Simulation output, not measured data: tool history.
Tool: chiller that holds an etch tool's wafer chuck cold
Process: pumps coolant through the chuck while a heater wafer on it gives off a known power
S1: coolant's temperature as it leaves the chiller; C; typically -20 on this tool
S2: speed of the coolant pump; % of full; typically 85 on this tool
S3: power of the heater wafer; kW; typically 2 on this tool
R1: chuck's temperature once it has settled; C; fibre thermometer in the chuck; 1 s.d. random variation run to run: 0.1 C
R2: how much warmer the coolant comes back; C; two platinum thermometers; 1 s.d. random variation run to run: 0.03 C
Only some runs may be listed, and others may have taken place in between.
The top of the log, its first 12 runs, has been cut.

run,hour,S1,S2,S3,R1,R2
13,548.3,-20,85,2.395,4,7.24
14,611.7,-20,85,2.395,4.3,7.2
15,669,-20,85,2.395,4.2,7.24
16,707.4,-20,85,2.395,4.1,7.24
17,761.3,-20,85,2.395,4.5,7.23
18,812.5,-26,85,2,-5.6,6.12
19,879.1,-21,75,1.681,-1.7,5.96
20,907.4,-23,95,1.489,-9.3,4.14
# hour 922.7: gauge calibrated
21,967.1,-15,61,1.454,5.4,6.26
22,1001.8,-28,85,1.217,-15.6,3.58
23,1051.4,-28,71,2.259,-0.6,8.23
24,1093.8,-15,89,2.252,7,6.41
25,1124.7,-15,89,2.252,6.8,6.35
26,1172.9,-16,91,2.711,10,7.5
27,1234,-28,73,2.244,-1.6,7.93
28,1295.6,-19,68,1.318,-2.3,5.04
29,1333.3,-12,63,1.318,5.9,5.5
30,1400.6,-20,85,1.71,-2.5,5.23
31,1435.8,-20,62,1.818,5.1,7.8

Predict each of these 4 candidate next runs independently; none follows another, all start after run 31:
A,1467.8,-26,62,2.861,?,?
B,1467.8,-17,89,1.818,?,?
C,1467.8,-20,71,1.818,?,?
D,1467.8,-28,87,2.11,?,?

run,R1,R2
A,13.4,12.18
B,0.6,5.26
C,1.9,6.7
D,-7,6.26
What these runs would have given with no unlogged condition in the tool:
run,R1,R2
A,13.3,12.05
B,0.6,5.13
C,1.9,6.57
D,-7,6.13
